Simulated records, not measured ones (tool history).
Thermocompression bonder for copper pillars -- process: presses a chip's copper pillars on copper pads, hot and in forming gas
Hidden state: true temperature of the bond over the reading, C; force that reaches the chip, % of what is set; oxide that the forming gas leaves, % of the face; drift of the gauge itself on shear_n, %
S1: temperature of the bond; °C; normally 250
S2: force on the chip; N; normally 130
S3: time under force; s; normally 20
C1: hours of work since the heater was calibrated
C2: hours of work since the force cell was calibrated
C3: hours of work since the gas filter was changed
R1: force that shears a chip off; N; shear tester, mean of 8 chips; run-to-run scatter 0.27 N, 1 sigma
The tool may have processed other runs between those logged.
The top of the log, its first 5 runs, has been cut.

run    hour   S1   S2  S3   C1   C2   C3    R1
  6   276.1  250  144  20  118  356   24  57.9
  7   308.6  277  130  20  131  370   37  74.2
  8   342.4  277  130  20  145  384   51  74.7
  9   390.1  254  130  20  165  403   71  57.1
 10   446.2  254  130  20  188  426   94  57.1
 11   497.7  254  130  20  209  447  115  57.2
 12   527.4  250  130  20  221  459  127  54.1
 13   580.6  250  130  23  243  481  149  56.2
      616.4  -- forming gas filter changed
 14   629.5  250  192  20  263  501    5  66.3
 15   657.0  248  130  20  274  512   17  54.6
 16   715.8  250  130  12  298  536   41  46.4
 17   747.0  250  130  12  311  549   53  46.4
 18   794.7  250  130  12  330  569   73  46.0
 19   839.4  250  130  12  348  587   91  46.1
 20   868.3  273  114  22  360  599  103  70.5
 21   919.2  228   91  43  381  620  124  45.3
 22   970.7  228   91  43  402  641  145  45.3
     1016.2  -- forming gas filter changed
 23  1025.2  228   91  43  424  663    4  46.6

Expected results for the next run?
 24  1089.6  228  91  43  451  689  30   ?

R1: 46.4 N
If the tool had no hidden condition, the same run with the same run-to-run variation would have returned R1 45.5 N.
